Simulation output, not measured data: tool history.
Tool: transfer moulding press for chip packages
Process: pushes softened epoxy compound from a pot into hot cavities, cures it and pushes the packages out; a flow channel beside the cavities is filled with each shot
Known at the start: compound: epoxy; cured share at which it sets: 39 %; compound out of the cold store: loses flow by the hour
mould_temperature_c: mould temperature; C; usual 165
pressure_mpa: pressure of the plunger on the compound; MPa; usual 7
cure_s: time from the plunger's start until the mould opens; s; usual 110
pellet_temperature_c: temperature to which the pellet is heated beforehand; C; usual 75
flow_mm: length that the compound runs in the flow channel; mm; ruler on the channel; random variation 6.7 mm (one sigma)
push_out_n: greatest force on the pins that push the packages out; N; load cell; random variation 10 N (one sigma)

run	hour	mould_temperature_c	pressure_mpa	cure_s	pellet_temperature_c	incoming compound's hours out of the cold store	flow_mm	push_out_n
1	0	165	7	110	75	31.6	815	830
# hour 34.1: cavities cleaned with cleaning compound and waxed
2	57.1	165	7	110	75	37.9	792	1215
# hour 111: cavities cleaned with cleaning compound and waxed
3	120.1	165	7	110	75	27.9	809	582
# hour 127.6: cavities cleaned with cleaning compound and waxed, once more
# hour 130.1: plunger's sealing rings changed
# hour 142.5: mould's thermocouples calibrated
4	179.6	165	5.56	110	75	42.8	777	776
# hour 208.7: cavities cleaned with cleaning compound and waxed
5	242.6	165	7	110	83	39.7	872	696
6	281.2	165	7	110	83	29.2	891	885
# hour 287.2: cavities cleaned with cleaning compound and waxed
7	339.9	165	7	110	75	41.2	841	809
# hour 364.8: cavities cleaned with cleaning compound and waxed
8	376.5	165	7	110	75	30.7	864	560
9	408.2	165	7	110	75	8.1	942	800
# hour 445.6: cavities cleaned with cleaning compound and waxed
10	450	165	7	110	75	45.6	809	518
11	484.8	165	7.78	110	75	35.3	870	769
12	518.6	165	7.78	110	75	41.9	855	878
# hour 523.8: cavities cleaned with cleaning compound and waxed
# hour 554.1: mould's thermocouples calibrated
13	564.9	165	5.8	110	75	48	695	759
14	592.9	165	7	104	81	44.4	774	903
# hour 606.2: cavities cleaned with cleaning compound and waxed
15	656.4	172	8	110	74	21.3	849	757
# hour 683.6: cavities cleaned with cleaning compound and waxed
# hour 690.7: plunger's sealing rings changed
16	696	172	8	110	74	36.6	916	537
17	756.3	158	7	130	75	34.5	944	994
# hour 763.9: cavities cleaned with cleaning compound and waxed
18	816.9	158	7	130	71	9.3	1016	966
# hour 842.9: cavities cleaned with cleaning compound and waxed
19	870.2	165	7	124	76	44	834	656
# hour 922.9: cavities cleaned with cleaning compound and waxed
20	924.7	165	7	124	65	26.8	866	479
# hour 966.9: mould's thermocouples calibrated
21	984.3	162	5.7	124	65	13.5	843	879
# hour 1002.4: cavities cleaned with cleaning compound and waxed
22	1037.3	162	5.85	124	85	44.3	752	704
# hour 1080.8: cavities cleaned with cleaning compound and waxed
23	1086	165	7.83	134	71	15.4	936	503
24	1147.1	165	8.57	110	75	14.8	944	872
# hour 1157.4: cavities cleaned with cleaning compound and waxed
25	1199.3	163	6.84	121	79	31.3	796	793

Forecast each of these 3 alternatives for the next run:
A	1229.8	162	7	128	75	20.2	?	?
B	1229.8	163	7.83	147	66	8.2	?	?
C	1229.8	163	7.79	121	70	38.7	?	?

run	flow_mm	push_out_n
A	843	901
B	926	847
C	827	863
Without the tool's hidden state the same runs would have given:
run	flow_mm	push_out_n
A	983	475
B	1080	440
C	965	452
